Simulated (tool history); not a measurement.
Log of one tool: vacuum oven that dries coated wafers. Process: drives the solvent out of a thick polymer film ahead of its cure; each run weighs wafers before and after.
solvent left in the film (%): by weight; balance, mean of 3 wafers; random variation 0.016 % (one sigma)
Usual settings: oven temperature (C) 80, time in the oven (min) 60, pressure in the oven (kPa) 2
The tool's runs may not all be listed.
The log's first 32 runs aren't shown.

run    hour  oven temperature (C)  time in the oven (min)  pressure in the oven (kPa)  solvent left in the film (%)
 33  1121.8                    87                      72                        2.43                          1.04
 34  1150.9                    79                      31                        1.91                           4.4
 35  1180.5                    83                      31                        1.91                          3.03
 36  1217.7                    81                      76                        2.72                          1.64
 37  1248.3                    70                      60                           2                           4.8
 38  1288.3                    91                     105                        1.51                          0.56
 39  1316.4                    66                      80                           2                          5.08
 40  1345.7                    88                      33                        1.37                          1.42
 41  1376.4                    88                      30                         6.7                          3.53
 42  1408.2                    76                      60                        2.45                          3.01
 43  1439.1                    68                      38                        2.95                          8.68
 44  1464.7                    68                      38                        2.95                          8.67
 45    1514                    82                     104                        1.56                          0.89
 46  1549.9                    82                      65                        1.56                          1.15

Forecast each of these 5 alternatives for the next run:
  A  1577.8                    80                      41                        5.07                             ?
  B  1577.8                    78                      60                           2                             ?
  C  1577.8                    82                      46                        1.56                             ?
  D  1577.8                    78                      88                        1.56                             ?
  E  1577.8                    94                      38                        2.73                             ?

run  solvent left in the film (%)
  A                          4.38
  B                          2.27
  C                          1.84
  D                          1.27
  E                          1.03
Without the tool's hidden state the same runs would have given:
run  solvent left in the film (%)
  A                          4.01
  B                          1.96
  C                          1.57
  D                          1.04
  E                          0.89

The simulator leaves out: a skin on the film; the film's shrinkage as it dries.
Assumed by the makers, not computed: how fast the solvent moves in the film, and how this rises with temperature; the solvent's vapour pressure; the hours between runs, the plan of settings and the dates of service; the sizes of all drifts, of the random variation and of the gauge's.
